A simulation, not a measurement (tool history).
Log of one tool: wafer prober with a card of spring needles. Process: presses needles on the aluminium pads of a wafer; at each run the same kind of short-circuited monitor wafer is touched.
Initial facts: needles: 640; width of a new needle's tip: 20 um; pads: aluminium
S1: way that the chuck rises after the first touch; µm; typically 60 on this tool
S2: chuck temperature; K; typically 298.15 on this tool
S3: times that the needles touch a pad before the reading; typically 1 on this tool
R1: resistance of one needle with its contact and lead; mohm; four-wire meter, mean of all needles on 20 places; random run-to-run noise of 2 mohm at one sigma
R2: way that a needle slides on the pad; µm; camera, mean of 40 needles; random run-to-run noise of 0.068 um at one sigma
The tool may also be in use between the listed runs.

run	hour	S1	S2	S3	R1	R2
1	0.0	60	298.15	1	240	12.05
# hour 6.5: tips cleaned on abrasive film
2	6.8	60	298.15	1	234	11.92
# hour 13.8: tips cleaned on abrasive film
3	14.1	60	298.15	1	224	11.85
# hour 21.2: tips cleaned on abrasive film
4	21.3	60	298.15	1	228	11.96
5	27.9	60	298.15	1	298	11.98
# hour 28.9: tips cleaned on abrasive film
# hour 36.1: tips cleaned on abrasive film
6	37.4	60	298.15	1	244	12.05
# hour 43.7: tips cleaned on abrasive film
7	44.4	60	298.15	1	230	11.84
# hour 51.6: tips cleaned on abrasive film
8	53.5	60	298.15	1	254	12.01
# hour 58.8: tips cleaned on abrasive film
9	61.4	60	298.15	1	263	11.97
# hour 66.1: tips cleaned on abrasive film
10	69.2	45	298.15	1	329	8.85
# hour 73.8: tips cleaned on abrasive film
11	75.4	60	298.15	1	254	11.84
# hour 81.0: tips cleaned on abrasive film
12	84.6	60	298.15	2	259	11.92
# hour 88.4: tips cleaned on abrasive film
13	91.3	60	298.15	2	247	11.90
# hour 95.9: tips cleaned on abrasive film
14	96.7	60	323.15	1	248	11.85
# hour 103.1: tips cleaned on abrasive film
15	105.0	60	370.15	1	272	11.81
# hour 110.6: tips cleaned on abrasive film
16	113.7	46	298.15	1	322	8.95
# hour 117.9: tips cleaned on abrasive film
17	120.9	46	298.15	1	335	8.97
# hour 125.2: tips cleaned on abrasive film
18	130.0	47	337.15	2	316	9.06
# hour 133.1: tips cleaned on abrasive film
# hour 133.4: height of the first contact set anew
19	139.2	60	311.15	1	294	12.22
# hour 140.6: tips cleaned on abrasive film
20	146.9	62	311.15	3	244	12.74
# hour 148.1: tips cleaned on abrasive film
21	153.7	60	302.15	3	242	12.24
# hour 155.7: tips cleaned on abrasive film
22	161.9	54	299.15	3	254	10.92
# hour 163.4: tips cleaned on abrasive film
# hour 170.8: tips cleaned on abrasive film
23	171.2	76	361.15	2	233	15.51
# hour 178.3: tips cleaned on abrasive film
24	180.4	63	337.15	1	257	12.84
# hour 185.6: tips cleaned on abrasive film
25	187.6	45	298.15	1	307	9.11
# hour 193.3: tips cleaned on abrasive film
26	194.5	45	298.15	1	283	9.07
# hour 200.8: tips cleaned on abrasive film
27	203.7	69	386.15	1	272	13.97
# hour 208.5: tips cleaned on abrasive film
28	209.2	69	386.15	1	248	14.05
# hour 216.0: tips cleaned on abrasive film
29	217.3	45	298.15	3	253	9.04
30	222.1	45	298.15	3	279	9.10
# hour 223.6: tips cleaned on abrasive film
31	227.8	67	310.15	2	248	13.58
# hour 230.8: tips cleaned on abrasive film
32	231.7	53	298.15	1	258	10.73

Forecast each of these 5 alternatives for the next run:
# hour 238.7: tips cleaned on abrasive film
A	239.1	53	326.15	1	?	?
# hour 238.7: tips cleaned on abrasive film
B	239.1	60	326.15	1	?	?
# hour 238.7: tips cleaned on abrasive film
C	239.1	57	365.15	1	?	?
# hour 238.7: tips cleaned on abrasive film
D	239.1	53	353.15	2	?	?
# hour 238.7: tips cleaned on abrasive film
E	239.1	73	298.15	2	?	?

run	R1	R2
A	250	10.73
B	239	12.19
C	256	11.50
D	251	10.71
E	210	14.91
The same runs, with their run-to-run variation unchanged, on a tool lacking any hidden condition would have given:
run	R1	R2
A	226	10.90
B	220	12.36
C	236	11.67
D	235	10.88
E	201	15.08

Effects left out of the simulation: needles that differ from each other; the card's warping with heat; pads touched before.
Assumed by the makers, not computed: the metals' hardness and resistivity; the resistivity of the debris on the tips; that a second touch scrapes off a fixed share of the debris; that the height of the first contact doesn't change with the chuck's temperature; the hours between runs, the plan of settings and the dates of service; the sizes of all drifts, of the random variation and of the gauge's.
